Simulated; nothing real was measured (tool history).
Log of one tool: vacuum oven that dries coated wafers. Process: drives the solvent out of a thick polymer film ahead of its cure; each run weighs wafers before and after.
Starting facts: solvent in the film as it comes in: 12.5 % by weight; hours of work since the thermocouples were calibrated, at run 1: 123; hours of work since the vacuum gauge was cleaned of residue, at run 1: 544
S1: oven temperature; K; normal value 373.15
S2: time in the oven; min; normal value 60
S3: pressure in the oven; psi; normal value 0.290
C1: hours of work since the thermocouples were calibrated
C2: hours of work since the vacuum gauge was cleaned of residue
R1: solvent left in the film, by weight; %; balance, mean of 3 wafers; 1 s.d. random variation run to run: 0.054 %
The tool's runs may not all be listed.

run	hour	S1	S2	S3	C1	C2	R1
1	0.0	373.15	60	0.290	123	544	2.09
2	21.3	373.15	60	0.290	138	559	2.21
3	45.2	373.15	60	0.290	155	576	2.13
4	62.2	373.15	60	0.290	167	588	1.99
5	81.7	373.15	60	0.290	181	602	2.10
6	106.7	373.15	60	0.290	198	619	2.14
7	133.7	373.15	60	0.290	218	638	2.10
8	165.6	373.15	60	0.290	240	661	2.09
9	184.9	373.15	60	0.290	254	675	2.24
10	203.4	373.15	60	0.290	267	688	2.22
11	224.2	373.15	31	0.219	282	703	3.44
# hour 229.0: oven's thermocouples calibrated
12	251.1	364.15	82	1.153	16	720	8.83
13	288.5	383.15	52	0.164	42	747	1.01
14	315.4	383.15	52	0.164	61	766	0.95
# hour 344.5: oven's thermocouples calibrated, once more
15	347.6	383.15	52	0.164	2	787	0.95
16	376.3	383.15	52	0.164	23	808	1.08
17	397.1	383.15	46	0.164	37	822	1.09
18	421.2	386.15	98	0.215	54	839	0.78
19	450.7	386.15	98	0.215	75	860	0.79
20	479.4	373.15	60	0.247	96	881	1.96

How would selected steps in R1 from run to run divide? Give the signed amount a tool lacking its hidden state would still show from settings, what came in and random variation, and the signed amount left for the hidden state, including any gauge scatter that is not in both of the compared results.
What the log doesn't record here: true wafer temperature over the reading, C; true pressure over the reading, kPa; drift of the gauge itself on solvent_pct, %.
Run 11 -> 12: S1 373.15 -> 364.15, S2 31 -> 82, S3 0.219 -> 1.153, oven's thermocouples calibrated. R1 +5.39 %: hidden state +0.22, all else +5.17.
Run 12 -> 13: S1 364.15 -> 383.15, S2 82 -> 52, S3 1.153 -> 0.164. R1 -7.82 %: hidden state -0.28, all else -7.54.
